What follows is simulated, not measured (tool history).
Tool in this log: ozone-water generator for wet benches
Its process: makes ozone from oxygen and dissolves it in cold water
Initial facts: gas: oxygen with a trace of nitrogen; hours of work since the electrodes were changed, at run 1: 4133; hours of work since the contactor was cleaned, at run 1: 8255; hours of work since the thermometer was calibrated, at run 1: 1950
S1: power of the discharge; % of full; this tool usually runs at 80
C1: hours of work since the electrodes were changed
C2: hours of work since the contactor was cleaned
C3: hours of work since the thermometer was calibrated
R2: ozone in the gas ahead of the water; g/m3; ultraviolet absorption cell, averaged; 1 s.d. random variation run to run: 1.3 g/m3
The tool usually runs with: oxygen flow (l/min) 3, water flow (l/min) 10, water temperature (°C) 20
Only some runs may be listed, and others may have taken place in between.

run 1 hour=0 | S1=80 oxygen_flow_(l/min)=3 water_flow_(l/min)=10 water_temperature_(°C)=20 | C1=4133 C2=8255 C3=1950 | dissolved_ozone_(ppm)=19.8 R2=237
run 2 hour=139.6 | S1=80 oxygen_flow_(l/min)=3 water_flow_(l/min)=10 water_temperature_(°C)=20 | C1=4267 C2=8389 C3=2084 | dissolved_ozone_(ppm)=19.9 R2=237.9
run 3 hour=282.9 | S1=80 oxygen_flow_(l/min)=3 water_flow_(l/min)=10 water_temperature_(°C)=20 | C1=4404 C2=8526 C3=2221 | dissolved_ozone_(ppm)=19.6 R2=237.5
run 4 hour=438.7 | S1=80 oxygen_flow_(l/min)=3 water_flow_(l/min)=10 water_temperature_(°C)=20 | C1=4553 C2=8675 C3=2370 | dissolved_ozone_(ppm)=19.9 R2=239.9
run 5 hour=580.6 | S1=80 oxygen_flow_(l/min)=3 water_flow_(l/min)=10 water_temperature_(°C)=20 | C1=4689 C2=8811 C3=2505 | dissolved_ozone_(ppm)=19.8 R2=236.5
run 6 hour=783.9 | S1=80 oxygen_flow_(l/min)=3 water_flow_(l/min)=10 water_temperature_(°C)=20 | C1=4883 C2=9005 C3=2700 | dissolved_ozone_(ppm)=19.8 R2=235.1
run 7 hour=937.5 | S1=80 oxygen_flow_(l/min)=3 water_flow_(l/min)=10 water_temperature_(°C)=20 | C1=5030 C2=9152 C3=2847 | dissolved_ozone_(ppm)=19.9 R2=236.3
run 8 hour=1029.4 | S1=80 oxygen_flow_(l/min)=3 water_flow_(l/min)=11 water_temperature_(°C)=17 | C1=5118 C2=9240 C3=2935 | dissolved_ozone_(ppm)=18.7 R2=236.3
run 9 hour=1223.1 | S1=80 oxygen_flow_(l/min)=3 water_flow_(l/min)=12 water_temperature_(°C)=19 | C1=5303 C2=9425 C3=3120 | dissolved_ozone_(ppm)=16.5 R2=237.1
run 10 hour=1336.3 | S1=41 oxygen_flow_(l/min)=5.11 water_flow_(l/min)=12 water_temperature_(°C)=19 | C1=5411 C2=9534 C3=3228 | dissolved_ozone_(ppm)=10.3 R2=112.8
run 11 hour=1427.6 | S1=64 oxygen_flow_(l/min)=3 water_flow_(l/min)=13 water_temperature_(°C)=20 | C1=5499 C2=9621 C3=3316 | dissolved_ozone_(ppm)=12.6 R2=194.6
run 12 hour=1532.8 | S1=57 oxygen_flow_(l/min)=5.08 water_flow_(l/min)=10 water_temperature_(°C)=13 | C1=5599 C2=9722 C3=3416 | dissolved_ozone_(ppm)=18 R2=149.9
run 13 hour=1640.3 | S1=80 oxygen_flow_(l/min)=1.6 water_flow_(l/min)=10 water_temperature_(°C)=24 | C1=5702 C2=9824 C3=3519 | dissolved_ozone_(ppm)=16.1 R2=287

Predict each of these 4 candidate next runs independently; none follows another, all start after run 13:
run A hour=1808.8 | S1=94 oxygen_flow_(l/min)=3 water_flow_(l/min)=12 water_temperature_(°C)=13 | C1=5863 C2=9986 C3=3680 | dissolved_ozone_(ppm)=? R2=?
run B hour=1808.8 | S1=53 oxygen_flow_(l/min)=1.6 water_flow_(l/min)=10 water_temperature_(°C)=24 | C1=5863 C2=9986 C3=3680 | dissolved_ozone_(ppm)=? R2=?
run C hour=1808.8 | S1=80 oxygen_flow_(l/min)=3.67 water_flow_(l/min)=11 water_temperature_(°C)=24 | C1=5863 C2=9986 C3=3680 | dissolved_ozone_(ppm)=? R2=?
run D hour=1808.8 | S1=80 oxygen_flow_(l/min)=1.66 water_flow_(l/min)=10 water_temperature_(°C)=20 | C1=5863 C2=9986 C3=3680 | dissolved_ozone_(ppm)=? R2=?

run=A dissolved_ozone_(ppm)=20.8 R2=268.3
run=B dissolved_ozone_(ppm)=11.2 R2=201.9
run=C dissolved_ozone_(ppm)=17.5 R2=220.5
run=D dissolved_ozone_(ppm)=16.7 R2=281.9
With no hidden state in the tool, these same runs would have given:
run=A dissolved_ozone_(ppm)=20.9 R2=274.5
run=B dissolved_ozone_(ppm)=11.3 R2=206.5
run=C dissolved_ozone_(ppm)=17.5 R2=225.6
run=D dissolved_ozone_(ppm)=16.7 R2=288.4
